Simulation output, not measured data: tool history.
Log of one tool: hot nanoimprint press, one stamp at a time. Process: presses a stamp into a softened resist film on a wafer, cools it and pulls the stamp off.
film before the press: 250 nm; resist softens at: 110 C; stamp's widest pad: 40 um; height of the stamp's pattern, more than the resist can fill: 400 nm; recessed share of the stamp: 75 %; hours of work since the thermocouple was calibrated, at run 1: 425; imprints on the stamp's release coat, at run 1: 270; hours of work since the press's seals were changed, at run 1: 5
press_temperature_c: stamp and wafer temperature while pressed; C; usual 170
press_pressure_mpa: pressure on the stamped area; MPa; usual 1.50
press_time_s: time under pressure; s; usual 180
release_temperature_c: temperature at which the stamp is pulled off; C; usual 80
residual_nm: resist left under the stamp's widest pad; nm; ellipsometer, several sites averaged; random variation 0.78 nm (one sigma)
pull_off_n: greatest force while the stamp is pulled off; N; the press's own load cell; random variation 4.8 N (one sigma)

run,hour,press_temperature_c,press_pressure_mpa,press_time_s,release_temperature_c,hours of work since the thermocouple was calibrated,imprints on the stamp's release coat,hours of work since the press's seals were changed,residual_nm,pull_off_n
1,0.0,170,1.50,180,80,425,270,5,113.7,245
2,43.7,170,1.50,180,80,452,411,32,115.1,263
# hour 52.1: plate thermocouple calibrated
3,70.7,170,1.50,180,80,12,488,47,99.4,253
4,109.7,170,1.50,180,80,36,614,71,102.0,259
5,135.0,170,1.50,180,80,51,695,87,101.0,247
6,182.1,170,1.50,180,80,81,847,116,102.4,267
7,215.6,170,1.50,180,80,101,955,137,103.4,264
8,255.6,170,1.50,180,84,126,1084,162,104.1,240
9,294.9,168,1.13,230,77,150,1211,186,120.2,289
10,338.2,168,1.13,230,77,177,1350,213,118.9,304
11,377.5,168,1.13,230,77,202,1477,237,120.4,313
# hour 408.9: stamp cleaned and given a new release coat
12,439.3,175,1.50,180,86,236,98,272,81.1,210
13,478.4,170,1.50,131,80,260,224,296,121.3,246

4 ways to go on from here, each from the tool as it stands after run 13. What would each give?
A,510.7,170,1.50,180,66,280,328,316,?,?
B,510.7,178,1.47,192,80,280,328,316,?,?
C,510.7,170,1.50,93,74,280,328,316,?,?
D,510.7,165,2.34,131,77,280,328,316,?,?

run,residual_nm,pull_off_n
A,108.0,335
B,68.4,257
C,137.7,290
D,131.4,275
Without the tool's hidden state the same runs would have given:
run,residual_nm,pull_off_n
A,100.7,313
B,63.8,238
C,129.5,271
D,122.1,256
